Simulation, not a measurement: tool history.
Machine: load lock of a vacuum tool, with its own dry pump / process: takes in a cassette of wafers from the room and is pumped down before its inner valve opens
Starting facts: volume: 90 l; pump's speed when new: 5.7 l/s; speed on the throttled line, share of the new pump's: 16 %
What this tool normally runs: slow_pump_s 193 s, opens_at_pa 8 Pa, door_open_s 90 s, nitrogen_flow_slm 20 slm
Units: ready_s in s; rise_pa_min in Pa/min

run    hour  slow_pump_s  opens_at_pa  door_open_s  nitrogen_flow_slm  incoming humidity of the room's air, %  ready_s  rise_pa_min
  1       0          193            8           90                 20                                    46.2    315.7        0.121
  2     154          193            8           90                 20                                    45.5    318.3        0.131
  3   287.4          193            8           90                 20                                    44.5    313.8         0.14
  4   355.1          359            8           90                 20                                    47.2    452.8        0.139
  5   436.6          193            8           90                 20                                    41.8    315.4        0.141
  6   541.7          193            8           90                 20                                    46.6    316.7        0.142
  7   629.1          193            8           90                 20                                    47.9    314.9        0.154
  8   693.9          193            8           90                 20                                    44.9    313.4        0.152
  9   773.5          193            8           90                 20                                    47.3    315.2        0.152
 10   863.6          193            8           90                 20                                    47.4    316.9        0.164
 11   929.3          193            8           90                 20                                    42.7    316.4        0.154
 12  1038.6          193            8           90                 20                                    45.7    315.4        0.166
 13  1143.5          193            8           90                  8                                    47.9    314.1         0.18
 14  1273.4          193            8           90                  8                                    48.2      318        0.198
 15  1335.8          193            8           90                  8                                    43.2    311.3        0.188
 16    1420          193            8           90                  8                                      43    314.3        0.189
 17  1518.2          193            8           90                 20                                    49.9    318.3        0.192
 18  1591.1          193            8           90                  4                                    46.2    312.8        0.202
 19  1733.2          193            8           90                  4                                    48.9    312.9        0.215
 20  1832.4          193            8           90                  4                                    41.1    316.1        0.203
 21  1943.1          193            7           79                 20                                    46.9      321        0.203
 22  2028.1          193           12           90                 37                                    44.3    309.1        0.198
 23  2150.4          193           12           90                 37                                    46.1    307.8        0.199
 24    2292          193           12           90                 37                                    46.6    309.9        0.215
 25  2414.6          120            6           99                 17                                    39.8    259.9        0.221
 26  2492.3          120            6           99                 17                                    44.5    260.8         0.23
 27  2617.2          156            6           99                 17                                    40.2    291.2         0.24
 28    2747          156            6          176                 25                                    46.4    291.5        0.264
 29  2885.7          156            9          176                 25                                    41.8    286.7        0.253
 30  2997.2          156            9          107                 44                                    45.2    284.2        0.241
 31  3150.6          156           10          155                 44                                    45.4      283        0.259
 32  3293.3          115            8           90                 20                                      45    252.4        0.267
 33  3377.2          193           14           38                 20                                    44.7    305.6        0.257

Run 34, settings as shown, results not yet in. Your forecast:
 34  3476.7          127           14          144                 20                                    41.8        ?            ?

Logged for run 34: ready_s 252.2 s, rise_pa_min 0.289 Pa/min.
With no hidden state in the tool, this same run would have given ready_s 245.4 s, rise_pa_min 0.056 Pa/min.

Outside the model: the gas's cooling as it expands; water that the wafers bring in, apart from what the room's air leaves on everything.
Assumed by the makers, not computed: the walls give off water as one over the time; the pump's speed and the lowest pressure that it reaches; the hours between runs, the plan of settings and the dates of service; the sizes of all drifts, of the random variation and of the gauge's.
